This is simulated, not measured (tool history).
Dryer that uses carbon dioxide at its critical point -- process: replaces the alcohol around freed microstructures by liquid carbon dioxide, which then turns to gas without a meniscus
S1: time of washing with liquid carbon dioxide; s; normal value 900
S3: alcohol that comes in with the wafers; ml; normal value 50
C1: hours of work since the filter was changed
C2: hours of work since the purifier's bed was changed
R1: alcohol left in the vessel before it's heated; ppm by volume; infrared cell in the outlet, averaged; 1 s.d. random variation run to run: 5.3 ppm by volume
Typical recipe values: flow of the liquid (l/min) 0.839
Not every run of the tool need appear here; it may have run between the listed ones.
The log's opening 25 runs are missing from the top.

{"run": 26, "hour": 607.0, "S1": 720, "flow of the liquid (l/min)": 0.839, "S3": 34, "C1": 166, "C2": 61, "R1": 286}
{"run": 27, "hour": 642.2, "S1": 720, "flow of the liquid (l/min)": 0.839, "S3": 34, "C1": 191, "C2": 86, "R1": 296}
{"run": 28, "hour": 658.6, "S1": 660, "flow of the liquid (l/min)": 0.981, "S3": 44, "C1": 203, "C2": 98, "R1": 299}
{"run": 29, "hour": 678.8, "S1": 1260, "flow of the liquid (l/min)": 0.706, "S3": 32, "C1": 218, "C2": 113, "R1": 50}
{"run": 30, "hour": 702.4, "S1": 1260, "flow of the liquid (l/min)": 0.706, "S3": 32, "C1": 235, "C2": 130, "R1": 55}
{"run": 31, "hour": 738.7, "S1": 720, "flow of the liquid (l/min)": 0.839, "S3": 111, "C1": 261, "C2": 156, "R1": 999}
{"run": 32, "hour": 764.8, "S1": 840, "flow of the liquid (l/min)": 0.633, "S3": 93, "C1": 280, "C2": 174, "R1": 1353}
{"run": 33, "hour": 781.2, "S1": 840, "flow of the liquid (l/min)": 0.633, "S3": 93, "C1": 291, "C2": 186, "R1": 1399}
{"run": 34, "hour": 801.3, "S1": 840, "flow of the liquid (l/min)": 0.633, "S3": 93, "C1": 306, "C2": 201, "R1": 1358}
{"run": 35, "hour": 820.2, "S1": 900, "flow of the liquid (l/min)": 0.633, "S3": 78, "C1": 319, "C2": 214, "R1": 925}

Run 36 comes next. What will it give?
{"run": 36, "hour": 838.6, "S1": 900, "flow of the liquid (l/min)": 0.633, "S3": 78, "C1": 333, "C2": 227, "R1": "?"}

R1: 976 ppm by volume
With the hidden condition absent and the run-to-run variation left alone, this run would have shown R1 663 ppm by volume.
